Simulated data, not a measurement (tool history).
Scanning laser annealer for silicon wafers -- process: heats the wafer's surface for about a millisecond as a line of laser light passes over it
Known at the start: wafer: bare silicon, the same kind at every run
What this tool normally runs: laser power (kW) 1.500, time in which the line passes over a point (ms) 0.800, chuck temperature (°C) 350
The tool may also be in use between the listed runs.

run     day  laser power (kW)  time in which the line passes over a point (ms)  chuck temperature (°C)  highest temperature of the surface (°C)
  1   0.000             1.500                                            0.800                     350                                     1174
  2   2.350             1.500                                            0.800                     350                                     1179
  3   4.258             1.500                                            0.800                     350                                     1177
  4   6.125             1.500                                            0.800                     350                                     1180
  5   7.983             1.500                                            0.800                     350                                     1179
  6   9.933             1.500                                            0.800                     350                                     1175
  7  11.042             1.500                                            0.800                     350                                     1177
  8  12.829             1.500                                            0.800                     350                                     1177
  9  14.508             1.500                                            0.800                     350                                     1179
 10  16.429             1.500                                            0.800                     350                                     1175
 11  18.225             1.500                                            0.800                     350                                     1177
 12  19.271             1.500                                            0.800                     350                                     1180
 13  20.938             1.500                                            0.800                     350                                     1178
 14  22.404             1.500                                            0.800                     350                                     1178
 15  24.442             1.500                                            0.981                     350                                     1253
 16  25.483             1.500                                            0.981                     350                                     1251
 17  26.467             1.500                                            0.981                     350                                     1252
 18  28.042             1.500                                            0.981                     350                                     1250
 19  29.317             1.450                                            0.610                     315                                     1019
 20  31.183             1.501                                            0.766                     315                                     1127
 21  33.254             1.500                                            0.800                     319                                     1147
 22  35.221             1.537                                            0.774                     372                                     1211
 23  37.038             1.443                                            0.912                     320                                     1151
 24  38.067             1.308                                            0.732                     335                                     1005
 25  40.142             1.308                                            0.732                     335                                     1005
 26  41.200             1.390                                            0.615                     371                                     1040
 27  43.221             1.475                                            0.830                     371                                     1194
 28  45.196             1.590                                            0.624                     350                                     1150
 29  46.746             1.555                                            0.624                     350                                     1129
 30  48.962             1.555                                            0.624                     350                                     1129
 31  50.279             1.561                                            0.812                     364                                     1234
 32  52.508             1.485                                            0.589                     365                                     1085
 33  54.646             1.500                                            0.722                     348                                     1138
 34  56.200             1.291                                            0.899                     382                                     1102

Not shown: 2 entries that the log had between the listed runs. Between which runs, and how does the tool's hidden state differ before and after?
From run 1 to run 2: window over the wafer cleaned (day 0.221)
  light that passes the window, % of a clean one's: 99.97 -> 100
From run 21 to run 22: window over the wafer cleaned (day 33.504)
  light that passes the window, % of a clean one's: 99.97 -> 100; width of the line over the set one, %: 0.01 -> 0.02

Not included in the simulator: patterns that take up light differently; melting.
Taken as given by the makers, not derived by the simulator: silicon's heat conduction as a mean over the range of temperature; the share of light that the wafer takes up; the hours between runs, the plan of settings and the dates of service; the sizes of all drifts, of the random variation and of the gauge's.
